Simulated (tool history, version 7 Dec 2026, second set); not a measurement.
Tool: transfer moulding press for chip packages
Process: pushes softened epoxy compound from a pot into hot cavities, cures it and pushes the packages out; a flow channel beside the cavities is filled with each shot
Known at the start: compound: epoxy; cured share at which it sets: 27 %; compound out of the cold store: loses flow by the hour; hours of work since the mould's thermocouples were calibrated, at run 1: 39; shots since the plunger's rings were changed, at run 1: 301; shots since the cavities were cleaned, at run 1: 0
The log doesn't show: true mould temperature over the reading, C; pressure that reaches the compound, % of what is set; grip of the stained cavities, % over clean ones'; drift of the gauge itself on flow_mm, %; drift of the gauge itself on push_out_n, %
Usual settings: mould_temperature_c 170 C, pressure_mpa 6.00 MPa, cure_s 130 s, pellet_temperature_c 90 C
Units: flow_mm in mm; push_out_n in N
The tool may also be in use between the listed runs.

run,hour,mould_temperature_c,pressure_mpa,cure_s,pellet_temperature_c,hours of work since the mould's thermocouples were calibrated,shots since the plunger's rings were changed,shots since the cavities were cleaned,incoming compound's hours out of the cold store,flow_mm,push_out_n
1,0.0,170,6.00,130,90,39,301,0,36.5,561,183
2,13.1,170,6.00,130,90,45,401,100,13.1,647,215
3,21.7,170,6.00,130,90,50,467,166,32.9,570,209
4,28.4,170,6.96,130,90,54,518,217,19.6,666,220
5,44.0,170,6.00,166,90,62,637,336,42.0,543,219
6,51.4,170,6.00,166,90,66,694,393,27.1,594,223
7,60.2,170,6.00,166,90,71,761,460,19.0,620,231
8,73.9,170,6.00,113,90,78,866,565,12.3,647,336
9,82.2,170,6.00,113,90,82,929,628,23.9,605,314
10,93.6,170,6.00,142,90,88,1016,715,16.6,630,259
11,105.9,170,6.00,142,90,95,1110,809,43.8,530,265
12,115.1,170,6.00,142,90,100,1181,880,21.4,609,263
13,127.6,170,6.00,130,90,106,1276,975,45.0,522,284
14,143.7,170,6.00,130,90,115,1400,1099,32.0,571,294

Run 15 comes next. What will it give?
# hour 155.6: cavities cleaned with cleaning compound and waxed
15,155.6,170,6.00,130,89,121,1479,0,34.3,?,?

{"run 15": {"flow_mm": 560, "push_out_n": 180}}
Without the tool's hidden state the same run would have given flow_mm 569 mm, push_out_n 181 N.
